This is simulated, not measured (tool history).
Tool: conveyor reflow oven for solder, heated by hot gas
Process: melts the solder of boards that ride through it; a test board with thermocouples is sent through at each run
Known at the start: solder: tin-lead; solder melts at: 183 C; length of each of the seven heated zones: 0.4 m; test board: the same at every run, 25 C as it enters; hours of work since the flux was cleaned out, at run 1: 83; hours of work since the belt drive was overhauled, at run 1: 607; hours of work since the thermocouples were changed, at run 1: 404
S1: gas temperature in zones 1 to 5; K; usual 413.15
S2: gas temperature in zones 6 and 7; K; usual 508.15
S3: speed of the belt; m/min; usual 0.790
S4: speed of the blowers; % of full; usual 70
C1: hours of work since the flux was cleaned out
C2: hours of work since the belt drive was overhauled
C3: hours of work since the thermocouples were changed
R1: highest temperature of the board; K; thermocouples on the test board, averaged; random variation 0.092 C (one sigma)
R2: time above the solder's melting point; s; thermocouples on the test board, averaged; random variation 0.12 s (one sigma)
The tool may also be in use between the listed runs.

run 1 day=0.000 | S1=413.15 S2=508.15 S3=0.790 S4=70 | C1=83 C2=607 C3=404 | R1=491.51 R2=47.6
run 2 day=1.296 | S1=405.15 S2=508.15 S3=0.790 S4=70 | C1=104 C2=628 C3=425 | R1=490.09 R2=44.3
run 3 day=3.175 | S1=405.15 S2=508.15 S3=0.790 S4=70 | C1=134 C2=659 C3=455 | R1=489.91 R2=44.4
run 4 day=4.450 | S1=405.15 S2=508.15 S3=0.790 S4=70 | C1=155 C2=679 C3=475 | R1=489.75 R2=44.1
run 5 day=6.621 | S1=413.15 S2=516.15 S3=0.790 S4=70 | C1=190 C2=714 C3=510 | R1=498.21 R2=51.2
run 6 day=8.529 | S1=413.15 S2=516.15 S3=0.790 S4=70 | C1=220 C2=745 C3=541 | R1=498.28 R2=51.5
run 7 day=9.812 | S1=413.15 S2=516.15 S3=0.790 S4=70 | C1=241 C2=766 C3=562 | R1=498.18 R2=51.4
run 8 day=12.158 | S1=413.15 S2=516.15 S3=0.790 S4=70 | C1=279 C2=803 C3=600 | R1=498.24 R2=51.2
run 9 day=13.817 | S1=413.15 S2=508.15 S3=0.790 S4=70 | C1=306 C2=830 C3=627 | R1=491.33 R2=47.3
run 10 day=15.733 | S1=413.15 S2=508.15 S3=0.790 S4=70 | C1=337 C2=861 C3=657 | R1=491.23 R2=47.5
-- day=17.638 flux residue cleaned out of gas plates and filters
run 11 day=17.692 | S1=413.15 S2=508.15 S3=0.790 S4=70 | C1=1 C2=889 C3=686 | R1=492.48 R2=48.7
run 12 day=19.267 | S1=413.15 S2=508.15 S3=0.790 S4=70 | C1=26 C2=915 C3=711 | R1=492.58 R2=48.4
run 13 day=20.696 | S1=420.15 S2=508.15 S3=0.790 S4=70 | C1=49 C2=938 C3=734 | R1=493.82 R2=51.3
run 14 day=22.779 | S1=420.15 S2=508.15 S3=0.790 S4=70 | C1=83 C2=971 C3=768 | R1=493.66 R2=51.3
run 15 day=23.879 | S1=420.15 S2=508.15 S3=0.790 S4=73 | C1=101 C2=989 C3=785 | R1=494.20 R2=52.0
run 16 day=24.912 | S1=424.15 S2=519.15 S3=0.769 S4=83 | C1=117 C2=1006 C3=802 | R1=506.65 R2=60.5
-- day=25.712 belt drive overhauled, speed set with a stopwatch
run 17 day=26.421 | S1=424.15 S2=519.15 S3=0.769 S4=83 | C1=139 C2=11 C3=824 | R1=506.64 R2=60.9
run 18 day=27.692 | S1=424.15 S2=519.15 S3=0.769 S4=83 | C1=160 C2=32 C3=844 | R1=506.63 R2=60.8
run 19 day=29.717 | S1=403.15 S2=508.15 S3=0.790 S4=50 | C1=192 C2=65 C3=877 | R1=486.12 R2=40.9
run 20 day=31.817 | S1=403.15 S2=508.15 S3=0.790 S4=50 | C1=226 C2=99 C3=911 | R1=486.20 R2=41.5
run 21 day=33.496 | S1=404.15 S2=508.15 S3=0.885 S4=83 | C1=253 C2=126 C3=938 | R1=488.64 R2=38.9
run 22 day=35.446 | S1=399.15 S2=514.15 S3=0.885 S4=83 | C1=285 C2=157 C3=969 | R1=492.71 R2=40.0
run 23 day=37.221 | S1=407.15 S2=499.15 S3=0.770 S4=79 | C1=313 C2=186 C3=998 | R1=485.51 R2=44.6
run 24 day=39.062 | S1=418.15 S2=508.15 S3=0.790 S4=70 | C1=343 C2=215 C3=1028 | R1=493.26 R2=51.1
-- day=40.117 belt drive overhauled, speed set with a stopwatch, once more
-- day=40.704 flux residue cleaned out of gas plates and filters
run 25 day=41.217 | S1=415.15 S2=508.15 S3=0.701 S4=70 | C1=8 C2=14 C3=1056 | R1=496.32 R2=56.6
run 26 day=42.208 | S1=398.15 S2=502.15 S3=0.670 S4=70 | C1=24 C2=30 C3=1072 | R1=489.71 R2=50.1
run 27 day=44.300 | S1=425.15 S2=523.15 S3=0.670 S4=88 | C1=58 C2=64 C3=1106 | R1=514.61 R2=70.9
run 28 day=45.296 | S1=412.15 S2=523.15 S3=0.642 S4=88 | C1=74 C2=80 C3=1122 | R1=514.37 R2=70.3
run 29 day=47.100 | S1=402.15 S2=518.15 S3=0.800 S4=72 | C1=103 C2=109 C3=1151 | R1=498.73 R2=47.2

4 ways to go on from here, each from the tool as it stands after run 29. What would each give?
run A day=49.038 | S1=413.15 S2=516.15 S3=0.937 S4=70 | C1=134 C2=141 C3=1183 | R1=? R2=?
run B day=49.038 | S1=421.15 S2=518.15 S3=0.949 S4=72 | C1=134 C2=141 C3=1183 | R1=? R2=?
run C day=49.038 | S1=413.15 S2=508.15 S3=0.913 S4=70 | C1=134 C2=141 C3=1183 | R1=? R2=?
run D day=49.038 | S1=402.15 S2=498.15 S3=0.825 S4=70 | C1=134 C2=141 C3=1183 | R1=? R2=?

run=A R1=492.37 R2=39.2
run=B R1=495.57 R2=42.5
run=C R1=486.79 R2=36.8
run=D R1=479.67 R2=33.4
Without the tool's hidden state the same runs would have given:
run=A R1=491.19 R2=38.5
run=B R1=494.38 R2=41.7
run=C R1=485.57 R2=36.0
run=D R1=478.36 R2=32.2

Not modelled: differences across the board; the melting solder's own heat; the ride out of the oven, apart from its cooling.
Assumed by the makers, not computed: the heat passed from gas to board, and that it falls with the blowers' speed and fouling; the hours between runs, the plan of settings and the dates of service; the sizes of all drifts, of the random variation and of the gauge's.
